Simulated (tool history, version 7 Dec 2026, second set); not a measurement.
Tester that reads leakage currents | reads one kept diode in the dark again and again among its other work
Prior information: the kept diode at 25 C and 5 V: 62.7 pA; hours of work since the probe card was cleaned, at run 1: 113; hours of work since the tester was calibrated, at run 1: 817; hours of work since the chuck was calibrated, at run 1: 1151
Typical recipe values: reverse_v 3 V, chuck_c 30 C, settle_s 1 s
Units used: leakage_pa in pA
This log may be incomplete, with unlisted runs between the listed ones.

run,hour,reverse_v,chuck_c,settle_s,hours of work since the probe card was cleaned,hours of work since the tester was calibrated,hours of work since the chuck was calibrated,leakage_pa
1,0,3,30,1,113,817,1151,93.9
2,66.5,3,30,1,148,852,1187,94.12
3,107.3,3,30,1,170,874,1208,94.98
4,163.7,3,30,1,200,904,1238,94.81
5,219.3,14.77,30,1,229,933,1268,163.77
6,250.4,14.77,30,1,246,950,1284,164.08
7,306.5,3,30,1,276,979,1314,95.62
# hour 313.3: chuck's temperature calibrated
8,343.3,3,30,1,294,998,16,100.09
9,404,3,27,1,326,1030,48,75.8
# hour 419.1: chuck's temperature calibrated, once more
10,460.4,3,29,1,355,1059,22,78.99
11,516,3,30,1,385,1088,51,86.86
12,579.2,3,29,1,418,1122,85,79.66
13,636,9.05,30,1.41,448,1152,115,126.58
14,703.5,9.05,30,1.41,484,1188,151,126.82
15,736.2,3,34,1.07,501,1205,168,125.45
16,795.8,3,34,1.07,533,1237,200,125.69
17,840.2,8.25,34,1.07,557,1260,223,178.19
18,867.6,3,30,0.76,571,1275,238,88.99
19,924.3,3,30,0.76,601,1305,268,88.82
20,991,3,30,0.76,637,1340,303,89.21
21,1056.1,1.33,30,0.76,671,1375,338,68.34
22,1107.2,4.5,26,1,698,1402,365,70.99

Hidden condition of the tool, last listed run before each entry between runs versus first listed run after:
From run 7 to run 8: chuck's temperature calibrated (hour 313.3)
  stray current of the dirty probe card, pA a volt: 0.137 -> 0.144; current scale over the true one, %: -0.52 -> -0.53; true chuck temperature over the reading, C: 1.15 -> 1.62
  measured minus no-state result, leakage_pa: +9.53 -> +13.74 pA
From run 9 to run 10: chuck's temperature calibrated, once more (hour 419.1)
  stray current of the dirty probe card, pA a volt: 0.157 -> 0.171; current scale over the true one, %: -0.54 -> -0.55; true chuck temperature over the reading, C: 1.65 -> 0.07
  measured minus no-state result, leakage_pa: +10.85 -> +0.54 pA
